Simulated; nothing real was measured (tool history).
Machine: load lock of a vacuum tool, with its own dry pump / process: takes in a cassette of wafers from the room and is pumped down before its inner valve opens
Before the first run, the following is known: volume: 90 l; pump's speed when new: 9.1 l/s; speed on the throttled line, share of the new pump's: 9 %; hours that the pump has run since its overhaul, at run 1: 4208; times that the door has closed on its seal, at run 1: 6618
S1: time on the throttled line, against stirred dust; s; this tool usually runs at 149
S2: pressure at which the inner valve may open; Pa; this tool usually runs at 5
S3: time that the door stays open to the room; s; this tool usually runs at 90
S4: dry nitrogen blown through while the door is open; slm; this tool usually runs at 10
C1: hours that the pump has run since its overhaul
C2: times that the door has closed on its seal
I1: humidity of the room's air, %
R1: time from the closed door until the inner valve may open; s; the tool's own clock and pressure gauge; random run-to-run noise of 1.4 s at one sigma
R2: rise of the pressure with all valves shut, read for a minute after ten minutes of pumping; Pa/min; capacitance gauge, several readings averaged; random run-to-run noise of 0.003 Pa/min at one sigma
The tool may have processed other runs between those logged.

run 1 day=0 | S1=149 S2=5 S3=90 S4=10 | C1=4208 C2=6618 | I1=46.4 | R1=240.9 R2=0.098
run 2 day=6.675 | S1=149 S2=5 S3=103 S4=10 | C1=4368 C2=7165 | I1=44.6 | R1=240.8 R2=0.095
run 3 day=13.183 | S1=149 S2=5 S3=103 S4=10 | C1=4524 C2=7698 | I1=45.3 | R1=240.1 R2=0.11
run 4 day=16.717 | S1=149 S2=7 S3=90 S4=10 | C1=4609 C2=7987 | I1=46.1 | R1=234.4 R2=0.112
run 5 day=22.046 | S1=149 S2=7 S3=90 S4=10 | C1=4737 C2=8424 | I1=40.3 | R1=238.8 R2=0.11
run 6 day=25.838 | S1=186 S2=5 S3=90 S4=10 | C1=4828 C2=8734 | I1=48.5 | R1=273.8 R2=0.122
run 7 day=30.321 | S1=186 S2=7 S3=90 S4=10 | C1=4936 C2=9102 | I1=45.3 | R1=267.1 R2=0.127
run 8 day=34.533 | S1=149 S2=5 S3=90 S4=10 | C1=5037 C2=9447 | I1=44 | R1=239.1 R2=0.126
run 9 day=37.575 | S1=149 S2=5 S3=90 S4=10 | C1=5110 C2=9696 | I1=47.1 | R1=240.5 R2=0.136
run 10 day=42.942 | S1=149 S2=5 S3=126 S4=10 | C1=5239 C2=10135 | I1=43.4 | R1=239.4 R2=0.146
run 11 day=47.767 | S1=149 S2=5 S3=90 S4=14 | C1=5354 C2=10530 | I1=43.9 | R1=238.8 R2=0.139
run 12 day=51.871 | S1=149 S2=5 S3=90 S4=14 | C1=5453 C2=10866 | I1=40.6 | R1=240.9 R2=0.137
run 13 day=57.612 | S1=149 S2=5 S3=90 S4=14 | C1=5591 C2=11337 | I1=43.4 | R1=241.9 R2=0.153
run 14 day=62.746 | S1=149 S2=5 S3=100 S4=10 | C1=5714 C2=11757 | I1=41.8 | R1=243.6 R2=0.162
run 15 day=66.325 | S1=149 S2=5 S3=100 S4=10 | C1=5800 C2=12050 | I1=46.6 | R1=241.7 R2=0.171
run 16 day=71.342 | S1=149 S2=5 S3=100 S4=10 | C1=5920 C2=12461 | I1=43 | R1=241.6 R2=0.173
run 17 day=77.858 | S1=149 S2=5 S3=28 S4=10 | C1=6077 C2=12995 | I1=43.3 | R1=242.8 R2=0.17
run 18 day=81.221 | S1=149 S2=5 S3=90 S4=10 | C1=6157 C2=13270 | I1=47 | R1=240.1 R2=0.189
run 19 day=86.879 | S1=149 S2=5 S3=110 S4=10 | C1=6293 C2=13734 | I1=45.4 | R1=240.6 R2=0.201
run 20 day=92.012 | S1=149 S2=10 S3=34 S4=10 | C1=6416 C2=14154 | I1=41.8 | R1=233.9 R2=0.194
run 21 day=96.775 | S1=149 S2=5 S3=90 S4=17 | C1=6531 C2=14544 | I1=42.5 | R1=240.7 R2=0.205
run 22 day=101.204 | S1=149 S2=5 S3=98 S4=6 | C1=6637 C2=14907 | I1=45.7 | R1=242.8 R2=0.236
run 23 day=106.233 | S1=115 S2=4 S3=29 S4=10 | C1=6758 C2=15319 | I1=44.2 | R1=214.4 R2=0.212
run 24 day=109.112 | S1=93 S2=5 S3=27 S4=41 | C1=6827 C2=15555 | I1=45.7 | R1=194.3 R2=0.205
run 25 day=112.221 | S1=93 S2=5 S3=27 S4=41 | C1=6901 C2=15809 | I1=43.2 | R1=193.3 R2=0.205
run 26 day=115.133 | S1=93 S2=5 S3=27 S4=41 | C1=6971 C2=16048 | I1=44.1 | R1=193.6 R2=0.213
run 27 day=120.912 | S1=93 S2=5 S3=27 S4=41 | C1=7110 C2=16521 | I1=42.2 | R1=192.8 R2=0.218
run 28 day=123.983 | S1=78 S2=8 S3=27 S4=28 | C1=7184 C2=16772 | I1=44.2 | R1=173.8 R2=0.232
run 29 day=129.692 | S1=78 S2=8 S3=27 S4=6 | C1=7321 C2=17240 | I1=44.7 | R1=174.1 R2=0.265
run 30 day=134.4 | S1=78 S2=8 S3=64 S4=6 | C1=7434 C2=17625 | I1=46.2 | R1=174.4 R2=0.284
run 31 day=138.217 | S1=158 S2=8 S3=64 S4=31 | C1=7525 C2=17938 | I1=46.7 | R1=245.7 R2=0.262
run 32 day=144.562 | S1=158 S2=8 S3=64 S4=31 | C1=7678 C2=18458 | I1=46.5 | R1=248 R2=0.274
run 33 day=148.079 | S1=158 S2=8 S3=64 S4=31 | C1=7762 C2=18746 | I1=42.7 | R1=242.7 R2=0.282
run 34 day=154.171 | S1=256 S2=5 S3=64 S4=31 | C1=7908 C2=19245 | I1=44.2 | R1=342.1 R2=0.294
run 35 day=160.033 | S1=149 S2=7 S3=90 S4=10 | C1=8049 C2=19725 | I1=47.4 | R1=238.5 R2=0.321
run 36 day=165.833 | S1=102 S2=4 S3=218 S4=5 | C1=8188 C2=20200 | I1=43.4 | R1=207 R2=0.365

Alternative continuations, all from the tool just after run 36; predict every row:
run A day=171.75 | S1=149 S2=5 S3=104 S4=10 | C1=8330 C2=20684 | I1=43.9 | R1=? R2=?
run B day=171.75 | S1=146 S2=4 S3=218 S4=7 | C1=8330 C2=20684 | I1=44.5 | R1=? R2=?
run C day=171.75 | S1=149 S2=10 S3=52 S4=10 | C1=8330 C2=20684 | I1=45.8 | R1=? R2=?
run D day=171.75 | S1=170 S2=4 S3=218 S4=5 | C1=8330 C2=20684 | I1=44.1 | R1=? R2=?
run E day=171.75 | S1=159 S2=5 S3=218 S4=21 | C1=8330 C2=20684 | I1=43.2 | R1=? R2=?

run=A R1=245.1 R2=0.346
run=B R1=245.1 R2=0.38
run=C R1=236.2 R2=0.335
run=D R1=264.9 R2=0.373
run=E R1=252.1 R2=0.352
Without the tool's hidden state the same runs would have given:
run=A R1=234.6 R2=0.044
run=B R1=234.3 R2=0.072
run=C R1=226.9 R2=0.033
run=D R1=254.2 R2=0.07
run=E R1=241.9 R2=0.043
